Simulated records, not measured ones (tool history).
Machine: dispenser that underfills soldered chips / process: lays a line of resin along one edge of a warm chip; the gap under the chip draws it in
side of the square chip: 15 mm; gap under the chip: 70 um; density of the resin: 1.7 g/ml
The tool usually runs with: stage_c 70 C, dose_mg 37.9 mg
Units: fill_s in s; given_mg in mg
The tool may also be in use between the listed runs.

| run | day | stage_c | dose_mg | fill_s | given_mg |
|---|---|---|---|---|---|
| 1 | 0.000 | 70 | 37.9 | 162.3 | 35.01 |
|  | 0.221 | new syringe of resin |
| 2 | 0.221 | 70 | 42.3 | 135.4 | 39.01 |
| 3 | 0.342 | 70 | 37.9 | 152.6 | 34.81 |
| 4 | 0.571 | 70 | 37.9 | 185.7 | 34.75 |
|  | 0.621 | new syringe of resin |
| 5 | 0.829 | 70 | 37.9 | 162.9 | 34.70 |
| 6 | 0.975 | 70 | 44.8 | 174.4 | 40.89 |
|  | 1.025 | new syringe of resin |
| 7 | 1.129 | 70 | 32.5 | 158.8 | 29.26 |
| 8 | 1.258 | 70 | 37.9 | 163.8 | 34.25 |
|  | 1.429 | new syringe of resin |
| 9 | 1.488 | 72 | 37.9 | 140.9 | 34.23 |
| 10 | 1.642 | 70 | 37.9 | 168.3 | 34.04 |
| 11 | 1.792 | 70 | 37.9 | 189.5 | 33.91 |
|  | 1.833 | new syringe of resin |
| 12 | 1.992 | 83 | 37.9 | 101.1 | 33.93 |
|  | 2.246 | new syringe of resin |
| 13 | 2.246 | 83 | 47.2 | 81.1 | 42.12 |
| 14 | 2.421 | 83 | 47.2 | 97.1 | 41.83 |
|  | 2.612 | dispensing valve cleaned and set on the balance |
| 15 | 2.625 | 83 | 47.2 | 106.9 | 47.21 |
|  | 2.688 | new syringe of resin |
| 16 | 2.846 | 83 | 47.2 | 92.6 | 47.05 |
| 17 | 3.033 | 83 | 47.2 | 110.7 | 46.76 |
|  | 3.092 | new syringe of resin |
| 18 | 3.192 | 67 | 47.9 | 161.7 | 47.28 |
| 19 | 3.342 | 60 | 45.5 | 244.6 | 44.86 |
|  | 3.504 | new syringe of resin |
| 20 | 3.554 | 60 | 45.5 | 206.3 | 44.84 |
| 21 | 3.742 | 68 | 46.8 | 175.6 | 45.61 |

Table of differences, measured result less the result of that run with no hidden state. Run-to-run variation is the same in both. Gauge scatter possibly is not:
Hidden conditions of the tool in this case: resin's viscosity, % of fresh resin's; dose that the valve gives, % of what is set; true chip temperature over the reading, C; drift of the gauge itself on fill_s, %; drift of the gauge itself on given_mg, %.
| run | fill_s | given_mg |
|---|---|---|
| 1 | +26.8 | -2.86 |
| 2 | +3.3 | -3.36 |
| 3 | +18.2 | -3.09 |
| 4 | +48.4 | -3.25 |
| 5 | +28.1 | -3.40 |
| 6 | +43.9 | -4.14 |
| 7 | +19.1 | -3.06 |
| 8 | +30.5 | -3.66 |
| 9 | +13.9 | -3.80 |
| 10 | +33.8 | -3.90 |
| 11 | +54.2 | -3.98 |
| 12 | +16.6 | -4.12 |
| 13 | +2.0 | -5.33 |
| 14 | +14.2 | -5.45 |
| 15 | +25.5 | +0.01 |
| 16 | +12.6 | -0.15 |
| 17 | +28.0 | -0.33 |
| 18 | +15.8 | -0.47 |
| 19 | +48.2 | -0.55 |
| 20 | +13.0 | -0.71 |
| 21 | +32.8 | -0.88 |

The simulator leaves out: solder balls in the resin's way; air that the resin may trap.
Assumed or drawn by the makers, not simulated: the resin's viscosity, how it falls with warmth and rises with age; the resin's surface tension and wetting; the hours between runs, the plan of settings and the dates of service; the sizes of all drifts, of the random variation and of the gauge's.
